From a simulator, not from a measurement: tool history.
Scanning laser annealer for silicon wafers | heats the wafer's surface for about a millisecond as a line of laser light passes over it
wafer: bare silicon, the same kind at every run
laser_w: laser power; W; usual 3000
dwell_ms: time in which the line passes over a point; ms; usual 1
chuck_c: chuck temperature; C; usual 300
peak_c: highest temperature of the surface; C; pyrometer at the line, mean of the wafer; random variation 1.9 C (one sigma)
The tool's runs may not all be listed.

run	day	laser_w	dwell_ms	chuck_c	peak_c
1	0	3000	1	300	1126
2	0.717	3000	1	272	1096
3	1.5	3000	1	272	1095
4	2.262	3000	1	272	1092
5	3.167	3000	1	272	1093
6	4.096	3000	1	272	1095
7	5.012	3000	1	272	1097
8	5.758	3000	1	272	1098
# day 6.112: window over the wafer cleaned
9	6.725	3000	1	323	1146
10	7.588	3000	1	323	1147
11	8.362	3000	0.75	300	1016
12	9.125	3000	1.13	300	1173
13	9.975	3000	1.13	300	1173
14	10.746	3000	1	300	1125
15	11.358	3000	1	300	1125
16	12.146	3000	1	288	1112
17	13.058	3000	1	288	1110
18	14.083	3000	1	288	1109
19	14.567	3000	1	288	1112
20	15.571	3000	1	300	1119
21	16.292	3000	1	300	1126
22	17.317	3255	1	298	1204
23	17.8	2575	0.95	300	970
24	18.442	3009	0.72	283	989
# day 19.433: optics aligned, line set to its width
25	19.717	2675	1.22	300	1086
26	20.467	3000	0.95	300	1103
27	21.329	3029	0.95	337	1152
28	22.067	3029	0.95	337	1151
29	22.842	3272	1.05	338	1271
30	23.617	2585	0.75	302	903
31	24.279	2585	0.75	302	900
32	25.183	2585	1	298	987
# day 25.821: window over the wafer cleaned
33	26.171	2585	0.74	316	914
34	27.246	2589	1.01	273	967
35	28.167	2573	1.04	263	958
36	29.125	2573	1.04	263	960

The next listed run, before its measurement:
37	29.758	2555	1.04	320	?

{"run 37": {"peak_c": 1012}}
Without the tool's hidden state the same run would have given peak_c 1012 C.

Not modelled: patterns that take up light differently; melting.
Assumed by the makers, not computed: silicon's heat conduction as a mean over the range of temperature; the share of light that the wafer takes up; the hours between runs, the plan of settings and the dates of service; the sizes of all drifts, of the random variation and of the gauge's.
